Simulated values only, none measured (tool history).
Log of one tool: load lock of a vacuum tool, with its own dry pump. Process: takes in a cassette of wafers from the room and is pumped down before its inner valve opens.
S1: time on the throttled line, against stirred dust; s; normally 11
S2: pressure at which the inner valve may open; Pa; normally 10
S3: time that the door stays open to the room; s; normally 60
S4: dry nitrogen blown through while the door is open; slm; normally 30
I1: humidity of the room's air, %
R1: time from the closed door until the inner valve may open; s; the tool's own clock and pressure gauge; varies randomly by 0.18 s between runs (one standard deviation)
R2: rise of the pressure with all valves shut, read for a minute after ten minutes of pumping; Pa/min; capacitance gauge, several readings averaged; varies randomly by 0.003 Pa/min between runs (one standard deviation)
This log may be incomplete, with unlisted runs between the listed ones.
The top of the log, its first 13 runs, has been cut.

run,day,S1,S2,S3,S4,I1,R1,R2
14,137.533,11,10,60,30,44.2,20.9,0.084
15,143.742,11,10,60,30,43.1,20.9,0.08
16,154.158,11,10,60,30,40.9,20.7,0.088
17,162.312,11,10,60,30,42.7,21,0.094
18,173.792,11,10,60,30,47.2,20.6,0.094
19,185.296,15,10,60,28,45.4,23.8,0.1
20,197.983,15,10,60,28,45.2,23.9,0.109
21,207.771,15,10,60,30,43.9,23.9,0.111
22,221.475,19,11,70,7,42.1,27,0.14
23,234.3,19,11,70,7,45.1,26.7,0.159
24,247.829,13,11,60,30,45.6,22.2,0.135
# day 254.879: dry pump taken out, an overhauled one fitted
25,255.121,21,11,60,34,44.1,27.2,0.142
26,261.692,12,11,60,13,46.1,20.2,0.154
27,271.721,12,11,60,13,48.6,20.2,0.161
28,285.862,12,12,60,16,44.8,20.1,0.17

For run 29, what comes out?
29,300.154,8,12,60,16,45.4,?,?

R1: 17 s
R2: 0.181 Pa/min
Without the tool's hidden state the same run would have given R1 17 s, R2 0.035 Pa/min.
